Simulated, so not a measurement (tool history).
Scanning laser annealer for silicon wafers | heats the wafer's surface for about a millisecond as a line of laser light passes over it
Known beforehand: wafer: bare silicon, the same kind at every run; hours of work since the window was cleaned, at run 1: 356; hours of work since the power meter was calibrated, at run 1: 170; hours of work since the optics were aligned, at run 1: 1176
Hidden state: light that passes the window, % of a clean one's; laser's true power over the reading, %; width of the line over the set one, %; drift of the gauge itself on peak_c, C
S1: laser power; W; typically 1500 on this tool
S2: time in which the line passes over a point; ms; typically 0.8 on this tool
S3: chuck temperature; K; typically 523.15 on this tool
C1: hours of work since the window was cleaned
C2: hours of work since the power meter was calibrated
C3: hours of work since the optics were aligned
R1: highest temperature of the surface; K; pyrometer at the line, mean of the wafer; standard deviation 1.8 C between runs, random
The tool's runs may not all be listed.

| run | day | S1 | S2 | S3 | C1 | C2 | C3 | R1 |
|---|---|---|---|---|---|---|---|---|
| 1 | 0 | 1500 | 0.8 | 523.15 | 356 | 170 | 1176 | 1256.15 |
| 2 | 1.196 | 1500 | 0.8 | 523.15 | 368 | 182 | 1188 | 1258.15 |
| 3 | 2.454 | 1500 | 0.8 | 523.15 | 380 | 195 | 1201 | 1257.15 |
| 4 | 3.171 | 1500 | 0.9 | 523.15 | 388 | 202 | 1208 | 1307.15 |
| 5 | 4.367 | 1500 | 0.8 | 523.15 | 400 | 214 | 1220 | 1258.15 |
| 6 | 5.088 | 1500 | 0.8 | 523.15 | 407 | 222 | 1227 | 1255.15 |
| 7 | 6.575 | 1500 | 0.8 | 523.15 | 422 | 237 | 1243 | 1256.15 |
| 8 | 8.012 | 1500 | 0.8 | 486.15 | 437 | 251 | 1257 | 1219.15 |
| 9 | 8.833 | 1500 | 0.8 | 486.15 | 445 | 259 | 1265 | 1221.15 |
| 10 | 9.838 | 1500 | 0.8 | 486.15 | 455 | 270 | 1276 | 1217.15 |
| 11 | 10.758 | 1500 | 0.8 | 486.15 | 464 | 279 | 1285 | 1220.15 |
| 12 | 11.508 | 1500 | 0.8 | 523.15 | 472 | 287 | 1292 | 1256.15 |
| 13 | 12.638 | 1500 | 0.8 | 523.15 | 483 | 298 | 1304 | 1261.15 |
| 14 | 14.062 | 1571 | 0.8 | 523.15 | 498 | 312 | 1318 | 1298.15 |
| 15 | 14.958 | 1571 | 0.8 | 523.15 | 507 | 321 | 1327 | 1300.15 |
| 16 | 16.117 | 1500 | 0.844 | 523.15 | 519 | 333 | 1339 | 1279.15 |
| 17 | 17.342 | 1500 | 0.868 | 523.15 | 531 | 346 | 1351 | 1294.15 |
| 18 | 18.575 | 1500 | 0.939 | 523.15 | 544 | 358 | 1364 | 1324.15 |
| 19 | 19.633 | 1500 | 0.8 | 523.15 | 554 | 369 | 1375 | 1257.15 |
|  | 20.829 | window over the wafer cleaned |
| 20 | 21.167 | 1500 | 0.8 | 523.15 | 3 | 383 | 1389 | 1261.15 |
| 21 | 22.621 | 1500 | 0.8 | 523.15 | 18 | 398 | 1404 | 1258.15 |
| 22 | 23.971 | 1500 | 0.8 | 523.15 | 32 | 412 | 1418 | 1257.15 |
| 23 | 25.421 | 1434 | 0.732 | 501.15 | 46 | 427 | 1432 | 1160.15 |
| 24 | 26.171 | 1434 | 0.732 | 501.15 | 54 | 434 | 1440 | 1164.15 |
| 25 | 27.354 | 1434 | 0.732 | 501.15 | 66 | 446 | 1452 | 1163.15 |
| 26 | 27.996 | 1434 | 0.836 | 501.15 | 73 | 453 | 1458 | 1213.15 |
| 27 | 29.192 | 1434 | 0.836 | 501.15 | 85 | 465 | 1471 | 1216.15 |
| 28 | 29.871 | 1500 | 0.8 | 490.15 | 92 | 472 | 1477 | 1222.15 |
| 29 | 31.292 | 1565 | 0.703 | 561.15 | 106 | 486 | 1492 | 1276.15 |
| 30 | 32.258 | 1565 | 0.703 | 561.15 | 116 | 496 | 1502 | 1277.15 |
| 31 | 33.338 | 1565 | 0.703 | 561.15 | 127 | 507 | 1513 | 1278.15 |
| 32 | 34.721 | 1565 | 0.703 | 561.15 | 141 | 521 | 1527 | 1282.15 |
| 33 | 35.375 | 1341 | 0.635 | 523.15 | 147 | 527 | 1533 | 1089.15 |
| 34 | 36.221 | 1341 | 0.609 | 523.15 | 156 | 536 | 1542 | 1075.15 |
| 35 | 36.85 | 1351 | 0.936 | 520.15 | 162 | 542 | 1548 | 1229.15 |
| 36 | 38.154 | 1351 | 0.936 | 520.15 | 175 | 555 | 1561 | 1228.15 |
| 37 | 39.421 | 1455 | 0.635 | 528.15 | 188 | 568 | 1574 | 1152.15 |
| 38 | 40.4 | 1455 | 0.635 | 528.15 | 198 | 578 | 1584 | 1152.15 |
| 39 | 41.262 | 1500 | 0.801 | 519.15 | 207 | 587 | 1593 | 1252.15 |
| 40 | 42.033 | 1500 | 0.801 | 519.15 | 215 | 595 | 1601 | 1255.15 |

Here are 5 independent what-if runs from the current tool condition. What would each one return?
| A | 43.292 | 1500 | 0.801 | 502.15 | 227 | 607 | 1613 | ? |
| B | 43.292 | 1548 | 0.925 | 512.15 | 227 | 607 | 1613 | ? |
| C | 43.292 | 1500 | 0.8 | 488.15 | 227 | 607 | 1613 | ? |
| D | 43.292 | 1500 | 0.889 | 519.15 | 227 | 607 | 1613 | ? |
| E | 43.292 | 1543 | 0.943 | 491.15 | 227 | 607 | 1613 | ? |

| run | R1 |
|---|---|
| A | 1235.15 |
| B | 1338.15 |
| C | 1221.15 |
| D | 1298.15 |
| E | 1322.15 |
Stripped of hidden state, with their random variation kept, the same runs would have yielded:
| run | R1 |
|---|---|
| A | 1236.15 |
| B | 1339.15 |
| C | 1222.15 |
| D | 1299.15 |
| E | 1323.15 |
